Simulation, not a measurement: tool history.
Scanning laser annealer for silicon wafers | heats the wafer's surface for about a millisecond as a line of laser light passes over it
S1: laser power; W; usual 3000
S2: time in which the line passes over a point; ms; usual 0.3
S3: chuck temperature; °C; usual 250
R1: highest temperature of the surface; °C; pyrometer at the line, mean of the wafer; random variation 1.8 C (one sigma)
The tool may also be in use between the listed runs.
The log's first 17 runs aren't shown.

Run 18, day 4.55: usual settings. Result: R1 993 °C.
Run 19, day 4.896: usual settings. Result: R1 987 °C.
Run 20, day 5.2: usual settings. Result: R1 991 °C.
Run 21, day 5.479: usual settings but S3 235 °C. Result: R1 979 °C.
Run 22, day 5.667: usual settings but S3 235 °C. Result: R1 976 °C.
Run 23, day 5.842: usual settings but S2 0.372 ms, S3 233 °C. Result: R1 1052 °C.
Run 24, day 6.062: usual settings but S1 2931 W, S3 251 °C. Result: R1 974 °C.
Run 25, day 6.438: usual settings but S1 2931 W, S2 0.373 ms, S3 235 °C. Result: R1 1036 °C.
Run 26, day 6.738: usual settings but S1 2931 W, S2 0.373 ms, S3 235 °C. Result: R1 1032 °C.
Run 27, day 7.083: usual settings but S1 2575 W. Result: R1 885 °C.
Run 28, day 7.412: usual settings but S1 2575 W. Result: R1 884 °C.
Run 29, day 7.671: usual settings but S1 2949 W, S2 0.211 ms. Result: R1 866 °C.
Run 30, day 7.896: usual settings but S1 3165 W, S2 0.261 ms, S3 281 °C. Result: R1 1009 °C.
Run 31, day 8.067: usual settings but S1 3116 W, S2 0.269 ms, S3 239 °C. Result: R1 968 °C.
Run 32, day 8.408: usual settings but S1 2818 W. Result: R1 948 °C.
Run 33, day 8.612: usual settings but S1 2818 W. Result: R1 944 °C.
Run 34, day 8.767: usual settings but S1 2697 W, S2 0.376 ms, S3 235 °C. Result: R1 974 °C.
Run 35, day 8.996: usual settings but S2 0.248 ms. Result: R1 928 °C.
Run 36, day 9.204: usual settings but S2 0.308 ms, S3 235 °C. Result: R1 984 °C.
Run 37, day 9.529: usual settings but S3 218 °C. Result: R1 958 °C.
Run 38, day 9.742: usual settings but S1 2880 W, S2 0.353 ms, S3 219 °C. Result: R1 982 °C.
Run 39, day 9.958: usual settings but S1 2880 W, S2 0.353 ms, S3 219 °C. Result: R1 983 °C.
Run 40, day 10.125: usual settings but S1 2640 W, S2 0.262 ms, S3 227 °C. Result: R1 834 °C.
Run 41, day 10.467: usual settings but S1 2640 W, S2 0.262 ms, S3 227 °C. Result: R1 839 °C.

Forecast each of these 4 alternatives for the next run:
Run A, day 10.725: usual settings but S1 2745 W, S2 0.235 ms, S3 227 °C. Result: R1 ?.
Run B, day 10.725: usual settings but S1 2743 W. Result: R1 ?.
Run C, day 10.725: usual settings but S2 0.264 ms, S3 238 °C. Result: R1 ?.
Run D, day 10.725: usual settings but S1 2973 W, S3 236 °C. Result: R1 ?.

run   R1
  A  828
  B  926
  C  930
  D  965
Without the tool's hidden state the same runs would have given:
run   R1
  A  853
  B  954
  C  959
  D  996
